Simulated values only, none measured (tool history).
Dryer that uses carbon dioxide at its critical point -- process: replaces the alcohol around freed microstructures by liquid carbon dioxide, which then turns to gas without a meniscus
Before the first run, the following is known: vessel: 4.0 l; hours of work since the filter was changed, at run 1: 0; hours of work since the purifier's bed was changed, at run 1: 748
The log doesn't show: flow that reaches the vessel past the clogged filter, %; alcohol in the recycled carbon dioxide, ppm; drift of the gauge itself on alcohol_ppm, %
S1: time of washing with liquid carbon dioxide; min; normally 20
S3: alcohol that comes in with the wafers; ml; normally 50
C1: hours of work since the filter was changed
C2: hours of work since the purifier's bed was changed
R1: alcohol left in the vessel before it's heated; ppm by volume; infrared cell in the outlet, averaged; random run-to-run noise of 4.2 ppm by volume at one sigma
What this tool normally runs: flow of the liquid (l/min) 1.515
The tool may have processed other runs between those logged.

Run 1, hour 0: usual settings; C1 0; C2 748. Result: R1 88 ppm by volume.
Run 2, hour 54.2: usual settings; C1 38; C2 786. Result: R1 92 ppm by volume.
Run 3, hour 100.5: usual settings; C1 70; C2 818. Result: R1 96 ppm by volume.
At hour 109: purifier's bed changed.
Run 4, hour 150.4: usual settings; C1 102; C2 29. Result: R1 70 ppm by volume.
Run 5, hour 204.1: usual settings but S1 17 min; C1 139; C2 66. Result: R1 141 ppm by volume.
Run 6, hour 246.5: usual settings but S1 17 min; C1 169; C2 95. Result: R1 148 ppm by volume.
Run 7, hour 288.5: usual settings but S1 21 min; C1 198; C2 124. Result: R1 73 ppm by volume.
Run 8, hour 317.8: usual settings but S1 21 min; C1 218; C2 145. Result: R1 65 ppm by volume.
Run 9, hour 378.5: usual settings but S1 21 min; C1 260; C2 187. Result: R1 74 ppm by volume.
Run 10, hour 424.3: usual settings but S1 16 min, S3 22 ml; C1 292; C2 218. Result: R1 106 ppm by volume.
Run 11, hour 480.3: usual settings but S1 16 min, flow of the liquid (l/min) 1.75, S3 60 ml; C1 331; C2 257. Result: R1 149 ppm by volume.
Run 12, hour 517.6: usual settings but S1 16 min, flow of the liquid (l/min) 2.49, S3 60 ml; C1 356; C2 283. Result: R1 31 ppm by volume.
Run 13, hour 564.1: usual settings but S1 22 min, flow of the liquid (l/min) 2.09, S3 22 ml; C1 389; C2 315. Result: R1 21 ppm by volume.

4 options for the next run, each taken on its own from the tool as it stands now. Forecast them:
Run A, hour 628.4: usual settings but flow of the liquid (l/min) 1.88, S3 27 ml; C1 433; C2 360. Result: R1 ?.
Run B, hour 628.4: usual settings but S3 72 ml; C1 433; C2 360. Result: R1 ?.
Run C, hour 628.4: usual settings but flow of the liquid (l/min) 2.5; C1 433; C2 360. Result: R1 ?.
Run D, hour 628.4: usual settings but S3 22 ml; C1 433; C2 360. Result: R1 ?.

run   R1
  A   37
  B  141
  C   23
  D   55
With the hidden condition removed and each run's random variation left untouched, the same runs would have given:
run  R1
  A  15
  B  78
  C   6
  D  25
